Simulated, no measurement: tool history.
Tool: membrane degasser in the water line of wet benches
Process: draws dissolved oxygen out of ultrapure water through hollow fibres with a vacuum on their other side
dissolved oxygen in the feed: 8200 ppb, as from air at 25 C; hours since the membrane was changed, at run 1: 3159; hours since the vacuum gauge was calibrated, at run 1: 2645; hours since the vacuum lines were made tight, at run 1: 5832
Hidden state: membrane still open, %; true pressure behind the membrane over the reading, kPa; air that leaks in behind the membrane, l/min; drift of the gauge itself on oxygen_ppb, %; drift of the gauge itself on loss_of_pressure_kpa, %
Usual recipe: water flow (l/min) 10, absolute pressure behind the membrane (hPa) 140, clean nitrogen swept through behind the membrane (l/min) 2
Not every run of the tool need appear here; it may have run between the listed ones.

run	hour	water flow (l/min)	absolute pressure behind the membrane (hPa)	clean nitrogen swept through behind the membrane (l/min)	hours since the membrane was changed	hours since the vacuum gauge was calibrated	hours since the vacuum lines were made tight	dissolved oxygen in the water behind the degasser (ppb)	pressure that the water loses in the fibres (hPa)
1	0	10	140	2	3159	2645	5832	137.1	327.1
2	172.3	10	140	2	3331	2817	6004	136.1	328.2
3	337.3	10	140	4.1	3496	2982	6169	70.2	328.6
4	528	10	140	4.1	3687	3173	6360	69.7	328.4
5	729	10	140	4.03	3888	3374	6561	71	330.1
6	826.5	10	140	5.58	3985	3471	6658	52.5	328.9
7	931.6	10	183	5.58	4090	3576	6763	71.5	328.8
# hour 949.5: vacuum gauge calibrated
8	1029.9	10	183	5.58	4188	80	6861	71.1	328.9
9	1175.9	10	183	1.58	4334	226	7007	233.1	330.8
10	1314.2	10	87	2	4473	365	7145	70.8	329.6
11	1428.4	10	140	2	4587	479	7259	136	329.8
12	1588.8	10	140	2	4747	639	7420	136.7	331
13	1727.4	10	140	2	4886	778	7558	136.7	329.4
14	1842.8	10	140	2	5001	893	7674	136	330.1
15	2031.1	10	140	2	5190	1082	7862	135.7	328.4
16	2184	10	140	2	5342	1235	8015	136.5	329.6
17	2393.1	10	140	2	5552	1444	8224	136.3	328
18	2527.4	10	140	2	5686	1578	8358	136	329.4
19	2652.8	10	140	2	5811	1703	8484	136.6	332
20	2794.5	10	140	2	5953	1845	8626	137.3	330
21	3004.8	10	140	2	6163	2055	8836	136.6	331.3
22	3221.2	10	140	2	6380	2272	9052	136.6	331.6
23	3406.3	10	140	2	6565	2457	9237	137.2	330.2
# hour 3495.8: seals of the vacuum lines changed
24	3511.1	8	321	2	6667	2560	15	275.5	265.8
25	3720.9	15	220	5.94	6877	2769	225	134.6	496
26	3895.8	9	297	2	7052	2944	400	286.8	298.9
27	4023.3	14	318	2	7180	3072	527	471.1	464.3

Expected results for the next run?
28	4181.4	14	318	2	7338	3230	686	?	?

{"run 28": {"dissolved oxygen in the water behind the degasser (ppb)": 471.8, "pressure that the water loses in the fibres (hPa)": 464.1}}
With no hidden state in the tool, this same run would have given dissolved oxygen in the water behind the degasser (ppb) 468.6, pressure that the water loses in the fibres (hPa) 456.1.

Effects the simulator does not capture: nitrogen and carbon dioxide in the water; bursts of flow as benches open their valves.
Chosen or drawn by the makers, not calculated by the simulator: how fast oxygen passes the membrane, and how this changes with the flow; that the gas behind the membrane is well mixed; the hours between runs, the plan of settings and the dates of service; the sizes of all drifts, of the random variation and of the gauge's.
